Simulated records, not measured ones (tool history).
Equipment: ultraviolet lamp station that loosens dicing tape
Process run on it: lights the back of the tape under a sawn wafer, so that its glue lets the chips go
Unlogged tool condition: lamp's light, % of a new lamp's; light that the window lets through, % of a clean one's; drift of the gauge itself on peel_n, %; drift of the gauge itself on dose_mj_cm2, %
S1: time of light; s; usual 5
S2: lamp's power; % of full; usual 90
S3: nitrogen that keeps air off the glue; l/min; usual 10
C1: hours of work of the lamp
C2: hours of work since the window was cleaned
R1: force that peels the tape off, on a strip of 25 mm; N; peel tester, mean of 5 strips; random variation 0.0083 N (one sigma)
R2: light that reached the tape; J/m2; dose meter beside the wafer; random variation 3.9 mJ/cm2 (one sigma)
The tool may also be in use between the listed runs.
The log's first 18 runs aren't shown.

| run | hour | S1 | S2 | S3 | C1 | C2 | R1 | R2 |
|---|---|---|---|---|---|---|---|---|
| 19 | 232.5 | 3 | 85 | 8 | 255 | 214 | 1.560 | 3260 |
| 20 | 241.6 | 4 | 67 | 10 | 260 | 218 | 1.305 | 3460 |
| 21 | 253.9 | 6 | 90 | 10 | 266 | 224 | 0.291 | 6900 |
| 22 | 265.6 | 6 | 90 | 10 | 271 | 230 | 0.309 | 6840 |
| 23 | 279.6 | 3 | 75 | 16 | 278 | 236 | 1.491 | 2850 |
| 24 | 295.5 | 2 | 90 | 16 | 285 | 244 | 2.071 | 2260 |
| 25 | 308.6 | 2 | 90 | 16 | 292 | 250 | 2.083 | 2250 |
| 26 | 318.3 | 2 | 90 | 16 | 296 | 255 | 2.115 | 2240 |
| 27 | 326.2 | 6 | 84 | 6 | 300 | 258 | 0.505 | 6300 |
| 28 | 338.9 | 5 | 71 | 10 | 306 | 264 | 0.773 | 4420 |
| 29 | 352.8 | 5 | 71 | 10 | 313 | 271 | 0.794 | 4380 |
| 30 | 362.8 | 2 | 90 | 8 | 317 | 276 | 2.576 | 2230 |
| 31 | 377.3 | 9 | 67 | 9 | 324 | 283 | 0.270 | 7430 |

3 ways to go on from here, each from the tool as it stands after run 31. What would each give?
| A | 386.0 | 7 | 80 | 9 | 328 | 287 | ? | ? |
| B | 386.0 | 10 | 70 | 7 | 328 | 287 | ? | ? |
| C | 386.0 | 8 | 93 | 15 | 328 | 287 | ? | ? |

| run | R1 | R2 |
|---|---|---|
| A | 0.319 | 6980 |
| B | 0.238 | 8640 |
| C | 0.154 | 9120 |
With no hidden state in the tool, these same runs would have given:
| run | R1 | R2 |
|---|---|---|
| A | 0.225 | 8300 |
| B | 0.181 | 10270 |
| C | 0.135 | 10840 |

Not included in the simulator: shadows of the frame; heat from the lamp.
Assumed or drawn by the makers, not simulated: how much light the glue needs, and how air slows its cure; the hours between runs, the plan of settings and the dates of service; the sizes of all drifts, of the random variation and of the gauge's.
